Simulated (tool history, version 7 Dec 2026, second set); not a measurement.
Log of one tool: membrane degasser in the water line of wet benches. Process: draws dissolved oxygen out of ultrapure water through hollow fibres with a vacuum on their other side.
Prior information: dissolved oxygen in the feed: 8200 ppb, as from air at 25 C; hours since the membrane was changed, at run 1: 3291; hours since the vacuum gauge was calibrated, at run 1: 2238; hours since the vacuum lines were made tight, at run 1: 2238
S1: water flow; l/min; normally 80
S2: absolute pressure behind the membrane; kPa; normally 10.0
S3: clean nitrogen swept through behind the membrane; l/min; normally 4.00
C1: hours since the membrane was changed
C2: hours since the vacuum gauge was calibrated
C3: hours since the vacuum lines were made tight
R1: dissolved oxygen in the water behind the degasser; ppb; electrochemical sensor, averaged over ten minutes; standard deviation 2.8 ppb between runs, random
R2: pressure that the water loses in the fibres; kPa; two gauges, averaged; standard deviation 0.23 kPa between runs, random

Run 1, hour 0.0: usual settings; C1 3291; C2 2238; C3 2238. Result: R1 298.6 ppb, R2 57.00 kPa.
Run 2, hour 75.3: usual settings but S2 13.7 kPa; C1 3366; C2 2313; C3 2313. Result: R1 447.6 ppb, R2 57.06 kPa.
Run 3, hour 123.7: usual settings but S2 13.7 kPa; C1 3415; C2 2362; C3 2362. Result: R1 443.7 ppb, R2 56.80 kPa.
Run 4, hour 214.6: usual settings but S2 13.7 kPa; C1 3506; C2 2453; C3 2453. Result: R1 447.8 ppb, R2 56.84 kPa.
Run 5, hour 315.2: usual settings but S2 13.7 kPa; C1 3606; C2 2553; C3 2553. Result: R1 452.5 ppb, R2 57.04 kPa.
Run 6, hour 381.0: usual settings; C1 3672; C2 2619; C3 2619. Result: R1 297.3 ppb, R2 56.84 kPa.
Run 7, hour 440.7: usual settings but S1 114 l/min; C1 3732; C2 2679; C3 2679. Result: R1 413.6 ppb, R2 81.33 kPa.
Run 8, hour 531.7: usual settings but S1 100 l/min; C1 3823; C2 2770; C3 2770. Result: R1 363.9 ppb, R2 71.41 kPa.
Run 9, hour 614.4: usual settings but S3 3.35 l/min; C1 3906; C2 2853; C3 2853. Result: R1 344.4 ppb, R2 57.18 kPa.
Run 10, hour 722.0: usual settings but S3 3.35 l/min; C1 4013; C2 2960; C3 2960. Result: R1 342.5 ppb, R2 56.36 kPa.
Run 11, hour 775.1: usual settings but S3 3.35 l/min; C1 4066; C2 3013; C3 3013. Result: R1 343.2 ppb, R2 56.84 kPa.
Run 12, hour 846.6: usual settings but S3 3.35 l/min; C1 4138; C2 3085; C3 3085. Result: R1 343.8 ppb, R2 56.92 kPa.
Run 13, hour 947.2: usual settings but S3 3.35 l/min; C1 4238; C2 3185; C3 3185. Result: R1 350.4 ppb, R2 56.66 kPa.
Run 14, hour 1038.4: usual settings; C1 4329; C2 3276; C3 3276. Result: R1 302.9 ppb, R2 56.98 kPa.
Run 15, hour 1123.1: usual settings but S2 9.6 kPa; C1 4414; C2 3361; C3 3361. Result: R1 281.6 ppb, R2 56.04 kPa.
Run 16, hour 1191.3: usual settings but S2 9.6 kPa; C1 4482; C2 3429; C3 3429. Result: R1 276.6 ppb, R2 56.52 kPa.
Run 17, hour 1299.5: usual settings but S1 51 l/min, S3 11.64 l/min; C1 4591; C2 3538; C3 3538. Result: R1 72.3 ppb, R2 36.10 kPa.
Run 18, hour 1397.5: usual settings but S2 11.2 kPa, S3 6.75 l/min; C1 4689; C2 3636; C3 3636. Result: R1 220.1 ppb, R2 56.19 kPa.
Run 19, hour 1449.9: usual settings but S1 126 l/min, S2 20.3 kPa, S3 10.24 l/min; C1 4741; C2 3688; C3 3688. Result: R1 481.8 ppb, R2 88.50 kPa.
Run 20, hour 1532.3: usual settings but S1 126 l/min, S2 20.3 kPa, S3 10.24 l/min; C1 4823; C2 3770; C3 3770. Result: R1 487.5 ppb, R2 89.00 kPa.
Run 21, hour 1606.9: usual settings but S1 126 l/min, S2 20.3 kPa, S3 10.24 l/min; C1 4898; C2 3845; C3 3845. Result: R1 489.9 ppb, R2 89.37 kPa.
Run 22, hour 1706.8: usual settings but S1 110 l/min, S3 7.79 l/min; C1 4998; C2 3945; C3 3945. Result: R1 231.4 ppb, R2 77.50 kPa.
Run 23, hour 1799.2: usual settings but S1 110 l/min, S3 7.79 l/min; C1 5090; C2 4037; C3 4037. Result: R1 232.0 ppb, R2 77.45 kPa.
Run 24, hour 1867.6: usual settings but S1 74 l/min, S2 9.0 kPa, S3 2.62 l/min; C1 5159; C2 4106; C3 4106. Result: R1 341.6 ppb, R2 52.37 kPa.
Run 25, hour 1974.8: usual settings but S2 12.6 kPa; C1 5266; C2 4213; C3 4213. Result: R1 401.5 ppb, R2 56.09 kPa.
Run 26, hour 2073.2: usual settings but S2 12.6 kPa; C1 5364; C2 4311; C3 4311. Result: R1 406.6 ppb, R2 56.48 kPa.
Run 27, hour 2168.2: usual settings but S1 73 l/min, S2 7.7 kPa; C1 5459; C2 4406; C3 4406. Result: R1 186.3 ppb, R2 51.04 kPa.
Run 28, hour 2234.9: usual settings but S1 73 l/min, S2 7.7 kPa; C1 5526; C2 4473; C3 4473. Result: R1 184.3 ppb, R2 51.25 kPa.
Run 29, hour 2338.6: usual settings but S1 73 l/min, S2 7.7 kPa; C1 5630; C2 4577; C3 4577. Result: R1 181.8 ppb, R2 50.95 kPa.
Run 30, hour 2392.7: usual settings but S2 19.0 kPa, S3 6.63 l/min; C1 5684; C2 4631; C3 4631. Result: R1 427.9 ppb, R2 56.29 kPa.
Run 31, hour 2487.4: usual settings but S2 19.0 kPa, S3 6.63 l/min; C1 5779; C2 4725; C3 4725. Result: R1 420.9 ppb, R2 56.15 kPa.
Run 32, hour 2536.8: usual settings but S1 77 l/min, S2 13.6 kPa, S3 6.63 l/min; C1 5828; C2 4775; C3 4775. Result: R1 279.2 ppb, R2 54.42 kPa.

4 options for the next run, each taken on its own from the tool as it stands now. Forecast them:
Run A, hour 2647.0: usual settings but S1 59 l/min, S2 9.1 kPa, S3 7.43 l/min; C1 5938; C2 4885; C3 4885. Result: R1 ?, R2 ?.
Run B, hour 2647.0: usual settings but S1 77 l/min, S2 19.8 kPa, S3 6.63 l/min; C1 5938; C2 4885; C3 4885. Result: R1 ?, R2 ?.
Run C, hour 2647.0: usual settings but S1 49 l/min, S2 6.7 kPa, S3 9.20 l/min; C1 5938; C2 4885; C3 4885. Result: R1 ?, R2 ?.
Run D, hour 2647.0: usual settings but S1 77 l/min, S2 20.3 kPa, S3 6.63 l/min; C1 5938; C2 4885; C3 4885. Result: R1 ?, R2 ?.

run     R1     R2
  A  112.9  41.63
  B  433.3  53.99
  C   45.8  34.36
  D  449.4  54.11
With no hidden state in the tool, these same runs would have given:
run     R1     R2
  A  112.7  42.35
  B  433.0  54.93
  C   45.6  34.95
  D  449.1  55.04
